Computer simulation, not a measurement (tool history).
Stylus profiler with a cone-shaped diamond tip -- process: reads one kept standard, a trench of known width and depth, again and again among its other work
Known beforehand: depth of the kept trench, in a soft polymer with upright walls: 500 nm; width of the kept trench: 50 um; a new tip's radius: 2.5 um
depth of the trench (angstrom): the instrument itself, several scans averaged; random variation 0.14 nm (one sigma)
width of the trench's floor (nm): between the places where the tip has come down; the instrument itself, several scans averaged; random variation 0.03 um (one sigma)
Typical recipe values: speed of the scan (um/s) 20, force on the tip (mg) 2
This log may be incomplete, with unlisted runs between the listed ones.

run	hour	speed of the scan (um/s)	force on the tip (mg)	depth of the trench (angstrom)	width of the trench's floor (nm)
1	0	20	2	5046.1	46290
2	53.5	23	2	5041.9	46300
3	93.5	16	2	5040.7	46270
4	147.7	16	2	5042.4	46280
5	194.7	16	2	5041	46250
6	224.1	20	4.77	5076.2	46240
7	271.9	37	2	5039.2	46070
8	314.9	60	2	5037.7	45960
9	355.9	60	2	5037.1	45870
10	384.6	9	2	5036.4	46170
11	444.4	20	2.85	5046.9	46140
# hour 456.6: height scale calibrated on a step standard
12	471.6	27	2.85	5063.7	46120
13	507.5	9	2	5046.6	46150
14	544.2	20	2	5050.3	46100
15	577.5	20	2	5047.6	46100
16	619	57	2	5048.2	45870
17	661.5	28	2	5047.7	46080
18	706.3	28	2	5045.8	46000
19	756.4	12	2	5044.8	46070
20	809.7	12	2	5046.1	46040
21	837.2	12	2	5046.4	46090
22	898.2	13	0.73	5018.2	46110
23	924	10	4.06	5075.1	46100
24	986.2	17	4.34	5078.7	46040
25	1030	25	0.9	5023	45920
26	1065.4	13	2.54	5052.5	46000
27	1114.7	13	4.3	5074.6	46030
28	1158.1	9	3.17	5058.5	46050
29	1194.1	9	3.17	5062.4	46010
30	1231.6	9	3.17	5058.6	45950
31	1267.5	80	3.05	5058.2	45620
32	1306.8	25	5.26	5087.1	45950
33	1357.3	25	5.26	5087.7	45950
34	1390.7	8	1.1	5024.5	45950
35	1442.4	7	2.18	5041.5	45900
36	1485.9	12	3.53	5062.5	45980
37	1535.2	12	3.53	5064.3	45960
38	1562.1	20	4.17	5073.4	45900
39	1602.7	33	5.04	5080.4	45810
40	1659.2	18	1.4	5026.9	45830
41	1711.6	5	0.97	5017	45930
42	1759.2	5	0.97	5019	45880

3 options for the next run, each taken on its own from the tool as it stands now. Forecast them:
# hour 1801.2: height scale calibrated on a step standard
A	1801.3	36	0.89	?	?
# hour 1801.2: height scale calibrated on a step standard
B	1801.3	5	5.92	?	?
# hour 1801.2: height scale calibrated on a step standard
C	1801.3	17	5.97	?	?

run	depth of the trench (angstrom)	width of the trench's floor (nm)
A	5028	45590
B	5100.1	45900
C	5104.4	45870
Take away the tool's hidden state, keep each run's random variation, and the runs would have read:
run	depth of the trench (angstrom)	width of the trench's floor (nm)
A	5028.3	46690
B	5100.3	46990
C	5104.6	46960
